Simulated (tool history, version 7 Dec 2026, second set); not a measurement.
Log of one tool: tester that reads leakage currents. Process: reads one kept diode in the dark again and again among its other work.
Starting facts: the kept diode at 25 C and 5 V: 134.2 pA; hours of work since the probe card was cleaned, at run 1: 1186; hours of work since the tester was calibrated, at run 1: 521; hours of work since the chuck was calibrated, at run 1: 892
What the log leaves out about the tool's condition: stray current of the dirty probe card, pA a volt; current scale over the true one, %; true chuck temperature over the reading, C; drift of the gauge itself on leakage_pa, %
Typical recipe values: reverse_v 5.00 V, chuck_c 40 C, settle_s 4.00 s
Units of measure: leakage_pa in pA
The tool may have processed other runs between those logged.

run	hour	reverse_v	chuck_c	settle_s	hours of work since the probe card was cleaned	hours of work since the tester was calibrated	hours of work since the chuck was calibrated	leakage_pa
1	0.0	5.00	40	4.00	1186	521	892	409.75
2	36.3	5.00	40	4.00	1209	544	915	409.62
# hour 64.2: chuck's temperature calibrated
3	77.9	5.00	41	4.00	1234	569	9	523.45
4	125.3	5.00	40	3.42	1264	599	39	481.03
5	154.7	5.00	40	4.00	1283	618	58	478.90
6	183.7	5.00	40	4.00	1301	636	76	478.72
7	205.5	5.00	40	4.00	1315	650	90	475.07
8	228.8	5.00	48	4.00	1330	665	105	895.01
9	270.8	5.00	48	4.00	1357	692	131	891.20
10	295.4	5.00	48	4.00	1372	707	147	882.08
11	344.7	5.00	48	4.00	1404	739	178	883.05
12	369.8	5.00	48	4.00	1420	755	194	877.40
13	393.0	5.00	48	4.00	1434	769	209	874.54
14	422.5	2.01	40	4.00	1453	788	228	332.27
15	457.0	2.01	40	4.00	1475	810	250	330.69
16	495.8	2.01	40	4.00	1500	835	275	328.90
17	542.3	2.01	40	4.00	1529	864	304	325.74
18	580.9	2.01	40	4.00	1554	889	329	325.54
19	626.4	5.00	23	4.00	1583	918	358	104.79
20	678.1	10.68	40	4.00	1616	951	391	581.41
21	728.5	10.68	40	4.00	1648	983	423	581.73
22	780.1	16.12	25	0.52	1681	1016	455	198.61
23	825.7	6.57	44	4.00	1710	1045	484	665.38
24	875.2	17.08	25	5.81	1741	1076	516	192.24
25	901.5	4.15	45	4.00	1758	1093	533	605.55
26	925.3	4.15	45	4.00	1773	1108	548	600.11
27	948.1	4.15	36	0.87	1787	1122	562	287.49
28	989.3	8.31	40	4.00	1814	1149	589	512.24
29	1026.4	5.00	53	5.22	1837	1172	612	1177.12
30	1074.5	2.09	55	0.44	1868	1203	643	1004.12
31	1105.6	2.86	37	9.31	1888	1223	663	268.22
32	1151.1	1.23	32	1.48	1917	1252	691	128.50
33	1196.0	1.23	32	1.48	1945	1280	720	127.36
34	1235.3	14.85	44	0.40	1970	1305	745	854.73
35	1268.5	3.29	45	4.00	1991	1326	766	527.47
36	1320.5	10.58	21	9.01	2024	1359	799	106.41
37	1357.3	14.56	46	4.00	2048	1383	823	970.24
38	1388.9	18.88	29	5.21	2068	1403	843	264.70
39	1435.0	18.88	29	5.21	2097	1432	872	260.85
40	1458.3	11.98	36	6.94	2112	1447	887	393.55

Entry by entry between the runs, the difference in hidden state between the last listed run before and the first listed run after:
After run 2, before run 3: chuck's temperature calibrated (hour 64.2)
  stray current of the dirty probe card, pA a volt: 0.424 -> 0.433; true chuck temperature over the reading, C: -2.17 -> -0.1
  the result without the hidden state subtracted from the measured one, leakage_pa: -78.56 -> -3.31 pA

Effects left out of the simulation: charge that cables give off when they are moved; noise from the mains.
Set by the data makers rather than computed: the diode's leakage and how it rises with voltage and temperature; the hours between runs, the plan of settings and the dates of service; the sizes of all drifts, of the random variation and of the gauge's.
